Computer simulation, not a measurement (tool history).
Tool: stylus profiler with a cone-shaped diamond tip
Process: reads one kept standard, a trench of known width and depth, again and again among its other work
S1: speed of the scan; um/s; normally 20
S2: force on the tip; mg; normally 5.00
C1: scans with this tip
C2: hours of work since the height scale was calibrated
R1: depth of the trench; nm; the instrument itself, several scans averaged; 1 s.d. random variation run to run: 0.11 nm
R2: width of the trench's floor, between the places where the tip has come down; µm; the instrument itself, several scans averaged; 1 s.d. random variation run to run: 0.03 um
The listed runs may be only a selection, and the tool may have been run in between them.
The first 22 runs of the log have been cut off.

run 23 hour=965.6 | S1=20 S2=5.00 | C1=20751 C2=609 | R1=202.58 R2=47.12
run 24 hour=1023.8 | S1=20 S2=5.00 | C1=21140 C2=646 | R1=202.76 R2=47.13
run 25 hour=1074.2 | S1=20 S2=3.35 | C1=21477 C2=677 | R1=202.04 R2=47.06
run 26 hour=1102.1 | S1=9 S2=12.88 | C1=21664 C2=695 | R1=205.24 R2=47.23
run 27 hour=1136.2 | S1=6 S2=12.88 | C1=21892 C2=717 | R1=205.00 R2=47.17
run 28 hour=1165.8 | S1=35 S2=5.00 | C1=22090 C2=735 | R1=202.72 R2=47.08
run 29 hour=1204.9 | S1=13 S2=6.65 | C1=22351 C2=760 | R1=203.30 R2=47.13
run 30 hour=1236.1 | S1=8 S2=7.53 | C1=22560 C2=780 | R1=203.72 R2=47.10
run 31 hour=1282.4 | S1=13 S2=4.71 | C1=22870 C2=809 | R1=202.57 R2=47.08
run 32 hour=1335.3 | S1=10 S2=3.62 | C1=23224 C2=842 | R1=202.13 R2=47.16
run 33 hour=1375.2 | S1=49 S2=10.52 | C1=23491 C2=867 | R1=204.41 R2=47.05
run 34 hour=1429.4 | S1=11 S2=10.51 | C1=23853 C2=901 | R1=204.57 R2=47.13
run 35 hour=1454.8 | S1=14 S2=4.05 | C1=24023 C2=918 | R1=202.45 R2=47.15
run 36 hour=1511.2 | S1=36 S2=2.73 | C1=24401 C2=953 | R1=201.71 R2=47.01
run 37 hour=1566.4 | S1=11 S2=11.67 | C1=24770 C2=988 | R1=204.82 R2=47.16
run 38 hour=1605.7 | S1=25 S2=1.72 | C1=25033 C2=1013 | R1=201.28 R2=47.07
run 39 hour=1658.2 | S1=17 S2=5.00 | C1=25384 C2=1046 | R1=202.80 R2=47.11
run 40 hour=1710.3 | S1=5 S2=8.33 | C1=25732 C2=1079 | R1=203.86 R2=47.14
run 41 hour=1742.6 | S1=11 S2=3.80 | C1=25948 C2=1099 | R1=202.21 R2=47.16
run 42 hour=1793.5 | S1=45 S2=3.80 | C1=26289 C2=1131 | R1=202.43 R2=46.95
run 43 hour=1832.5 | S1=45 S2=3.80 | C1=26550 C2=1156 | R1=202.31 R2=46.98
run 44 hour=1857.4 | S1=19 S2=4.69 | C1=26716 C2=1171 | R1=202.74 R2=47.13
run 45 hour=1883.9 | S1=19 S2=4.69 | C1=26893 C2=1188 | R1=202.54 R2=47.09
run 46 hour=1910.6 | S1=9 S2=2.34 | C1=27072 C2=1205 | R1=201.58 R2=47.10
run 47 hour=1934.1 | S1=9 S2=2.34 | C1=27229 C2=1220 | R1=201.71 R2=47.12

Forecast each of these 3 alternatives for the next run:
run A hour=1973.5 | S1=78 S2=2.37 | C1=27493 C2=1245 | R1=? R2=?
run B hour=1973.5 | S1=20 S2=3.41 | C1=27493 C2=1245 | R1=? R2=?
run C hour=1973.5 | S1=72 S2=1.93 | C1=27493 C2=1245 | R1=? R2=?

run=A R1=201.58 R2=46.78
run=B R1=202.14 R2=47.09
run=C R1=201.31 R2=46.78
With no hidden state in the tool, these same runs would have given:
run=A R1=201.53 R2=46.81
run=B R1=202.10 R2=47.12
run=C R1=201.27 R2=46.81
